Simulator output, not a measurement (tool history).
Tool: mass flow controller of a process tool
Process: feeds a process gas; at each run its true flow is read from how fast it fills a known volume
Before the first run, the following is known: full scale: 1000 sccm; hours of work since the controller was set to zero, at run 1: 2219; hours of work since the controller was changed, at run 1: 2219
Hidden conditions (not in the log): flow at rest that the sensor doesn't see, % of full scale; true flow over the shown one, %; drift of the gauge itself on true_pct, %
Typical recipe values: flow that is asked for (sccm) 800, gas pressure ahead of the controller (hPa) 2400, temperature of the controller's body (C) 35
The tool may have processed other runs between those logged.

run	hour	flow that is asked for (sccm)	gas pressure ahead of the controller (hPa)	temperature of the controller's body (C)	hours of work since the controller was set to zero	hours of work since the controller was changed	true flow (%)
1	0.0	800	2400	35	2219	2219	101.15
2	88.2	800	2400	35	2287	2287	101.02
3	139.9	800	2400	35	2326	2326	101.13
4	204.8	800	2400	35	2376	2376	100.96
5	272.7	800	2400	35	2428	2428	101.11
6	382.6	800	2400	35	2512	2512	101.07
7	471.8	800	2100	35	2581	2581	101.28
8	526.7	800	2100	35	2623	2623	101.22
9	605.3	800	2100	35	2683	2683	101.04
10	666.5	800	2450	35	2730	2730	101.26
11	769.7	800	2450	32	2809	2809	100.87
12	866.3	800	2400	26	2883	2883	100.41
13	952.1	800	1660	26	2949	2949	100.37
14	1000.9	800	1660	26	2986	2986	100.26
15	1053.5	633	2400	35	3026	3026	101.11
16	1163.5	633	2400	35	3111	3111	101.14
17	1249.3	800	2400	35	3176	3176	101.37
18	1319.6	800	2400	35	3230	3230	101.31
# hour 1326.7: controller's zero set anew
19	1426.7	800	2400	35	77	3312	101.38
20	1493.9	800	2400	35	128	3363	101.33
21	1579.9	800	2400	33	194	3429	101.09
22	1648.0	146	1970	21	246	3482	102.39
23	1734.2	926	2070	21	312	3548	99.91
24	1806.8	926	2530	21	368	3603	99.81
25	1916.0	926	2530	21	452	3687	99.79
# hour 1934.2: controller's zero set anew, once more
26	1987.5	926	2530	21	41	3741	99.31
27	2086.7	349	1980	24	117	3817	99.19
28	2179.6	366	2400	35	188	3889	100.38
29	2263.2	146	2120	38	252	3953	100.65
30	2330.1	267	2400	38	303	4004	100.75
31	2377.7	267	2400	38	340	4040	100.78
32	2489.8	267	2400	38	426	4126	100.76
33	2604.0	546	2070	39	513	4214	101.10
34	2713.8	546	2070	39	597	4298	101.13
35	2795.5	676	1530	35	660	4361	100.74
36	2852.9	247	2030	34	704	4404	100.40
37	2934.7	247	2030	34	767	4467	100.55
38	3051.2	247	2030	34	856	4556	100.55
39	3149.8	247	2030	34	932	4632	100.61
40	3239.1	247	2030	34	1000	4700	100.82

Branching from run 40: 5 alternative next runs. What would each branch give?
A	3334.8	195	1520	33	1073	4774	?
B	3334.8	106	2400	33	1073	4774	?
C	3334.8	553	2030	34	1073	4774	?
D	3334.8	800	1880	30	1073	4774	?
E	3334.8	161	2400	22	1073	4774	?

run	true flow (%)
A	100.78
B	101.27
C	100.55
D	100.29
E	99.57
With the hidden condition removed and each run's random variation left untouched, the same runs would have given:
run	true flow (%)
A	100.38
B	100.30
C	100.60
D	100.41
E	99.03
